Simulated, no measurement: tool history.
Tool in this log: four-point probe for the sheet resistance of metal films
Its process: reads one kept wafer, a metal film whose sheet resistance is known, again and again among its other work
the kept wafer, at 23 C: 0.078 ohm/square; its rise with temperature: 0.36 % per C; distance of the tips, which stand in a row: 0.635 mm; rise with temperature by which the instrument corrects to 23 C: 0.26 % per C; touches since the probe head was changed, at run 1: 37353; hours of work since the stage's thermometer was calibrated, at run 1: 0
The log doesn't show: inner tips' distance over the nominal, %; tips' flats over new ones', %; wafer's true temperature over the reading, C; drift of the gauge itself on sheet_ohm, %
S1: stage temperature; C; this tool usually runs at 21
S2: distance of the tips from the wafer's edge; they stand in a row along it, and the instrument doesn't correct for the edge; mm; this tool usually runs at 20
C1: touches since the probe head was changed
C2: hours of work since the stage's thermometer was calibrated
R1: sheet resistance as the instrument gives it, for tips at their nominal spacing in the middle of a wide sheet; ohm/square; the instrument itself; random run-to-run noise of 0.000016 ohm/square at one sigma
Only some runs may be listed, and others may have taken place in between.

Run 1, day 0: usual settings; C1 37353; C2 0. Result: R1 0.078221 ohm/square.
Run 2, day 2.062: usual settings but S1 22 C; C1 38233; C2 25. Result: R1 0.078289 ohm/square.
Run 3, day 4.675: usual settings but S2 33 mm; C1 39348; C2 57. Result: R1 0.078216 ohm/square.
Run 4, day 7.575: usual settings but S2 33 mm; C1 40587; C2 92. Result: R1 0.078238 ohm/square.
Run 5, day 9.596: usual settings but S1 20 C, S2 33 mm; C1 41450; C2 116. Result: R1 0.07814 ohm/square.
At day 9.792: stage's thermometer calibrated.
Run 6, day 11.338: usual settings but S1 30 C; C1 42184; C2 19. Result: R1 0.07896 ohm/square.
Run 7, day 13.288: usual settings but S1 30 C; C1 43018; C2 42. Result: R1 0.078957 ohm/square.

Predict the results of run 8:
Run 8, day 16.104: usual settings but S1 30 C, S2 44 mm; C1 44220; C2 77. Result: R1 ?.

Run 8 gave R1 0.078937 ohm/square.
Had the tool carried no hidden state, the very same run would have given R1 0.078543 ohm/square.
